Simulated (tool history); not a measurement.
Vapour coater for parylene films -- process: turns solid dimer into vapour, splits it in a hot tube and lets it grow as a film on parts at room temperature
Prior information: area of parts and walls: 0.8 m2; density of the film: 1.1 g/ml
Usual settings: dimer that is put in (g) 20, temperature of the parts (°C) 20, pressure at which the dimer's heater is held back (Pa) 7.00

| run | hour | dimer that is put in (g) | temperature of the parts (°C) | pressure at which the dimer's heater is held back (Pa) | thickness of the film (um) |
|---|---|---|---|---|---|
| 1 | 0.0 | 20 | 20 | 7.00 | 15.72 |
| 2 | 32.0 | 20 | 20 | 7.00 | 15.43 |
| 3 | 62.8 | 20 | 20 | 7.00 | 15.22 |
| 4 | 80.5 | 20 | 20 | 7.00 | 14.96 |
| 5 | 101.1 | 20 | 20 | 7.00 | 14.99 |
| 6 | 119.9 | 20 | 20 | 7.00 | 14.71 |
| 7 | 153.7 | 20 | 17 | 7.00 | 15.57 |
| 8 | 177.4 | 20 | 17 | 7.00 | 15.44 |
| 9 | 200.7 | 20 | 12 | 7.00 | 16.73 |
| 10 | 230.6 | 20 | 20 | 7.00 | 13.99 |
| 11 | 256.1 | 20 | 20 | 7.00 | 13.73 |
|  | 280.4 | trap's valve overhauled |
| 12 | 292.4 | 20 | 20 | 7.00 | 15.54 |
| 13 | 311.8 | 20 | 20 | 7.00 | 15.40 |
| 14 | 328.2 | 20 | 20 | 2.49 | 17.33 |
| 15 | 365.3 | 20 | 20 | 4.15 | 15.98 |
| 16 | 394.9 | 20 | 20 | 7.00 | 14.87 |
| 17 | 419.5 | 20 | 20 | 2.72 | 16.53 |
| 18 | 451.2 | 20 | 20 | 7.00 | 14.81 |
| 19 | 488.3 | 20 | 29 | 7.00 | 11.98 |
| 20 | 522.6 | 20 | 29 | 7.00 | 11.74 |
| 21 | 542.5 | 20 | 13 | 7.00 | 16.37 |
|  | 562.4 | trap's valve overhauled |
| 22 | 581.1 | 20 | 17 | 7.00 | 16.82 |
| 23 | 611.4 | 20 | 30 | 7.00 | 12.18 |
| 24 | 638.3 | 20 | 30 | 7.00 | 12.18 |
| 25 | 658.8 | 20 | 20 | 2.89 | 16.45 |
| 26 | 682.3 | 20 | 20 | 2.24 | 16.97 |
| 27 | 711.8 | 20 | 20 | 2.24 | 16.56 |
| 28 | 748.0 | 20 | 20 | 2.24 | 16.57 |
| 29 | 764.1 | 20 | 20 | 2.24 | 16.27 |
| 30 | 798.4 | 19 | 20 | 2.24 | 15.26 |
| 31 | 818.7 | 13 | 27 | 7.00 | 7.82 |
|  | 843.5 | trap's valve overhauled |
| 32 | 846.9 | 18 | 27 | 2.03 | 13.94 |
|  | 850.5 | table's thermometer calibrated |
| 33 | 877.3 | 33 | 31 | 8.03 | 20.48 |
| 34 | 910.2 | 33 | 16 | 8.03 | 27.20 |
| 35 | 927.8 | 34 | 20 | 2.89 | 28.78 |
| 36 | 957.2 | 34 | 20 | 2.89 | 28.30 |
| 37 | 977.2 | 23 | 18 | 11.77 | 16.72 |
|  | 990.2 | table's thermometer calibrated, once more |
| 38 | 1014.0 | 20 | 14 | 11.03 | 15.60 |
| 39 | 1040.1 | 20 | 14 | 11.03 | 15.55 |
| 40 | 1056.8 | 20 | 14 | 11.03 | 15.39 |
| 41 | 1092.0 | 20 | 14 | 11.03 | 15.09 |
|  | 1127.7 | trap's valve overhauled |
| 42 | 1134.4 | 20 | 14 | 11.03 | 16.75 |
| 43 | 1162.7 | 12 | 25 | 2.22 | 9.44 |
| 44 | 1190.7 | 8 | 25 | 4.39 | 5.74 |
| 45 | 1219.5 | 11 | 18 | 7.00 | 8.73 |

Forecast run 46:
| 46 | 1248.0 | 11 | 18 | 7.00 | ? |

thickness of the film (um): 8.55
Take away the tool's hidden state, keep the run-to-run variation as it was, and the same run would have given thickness of the film (um) 8.95.

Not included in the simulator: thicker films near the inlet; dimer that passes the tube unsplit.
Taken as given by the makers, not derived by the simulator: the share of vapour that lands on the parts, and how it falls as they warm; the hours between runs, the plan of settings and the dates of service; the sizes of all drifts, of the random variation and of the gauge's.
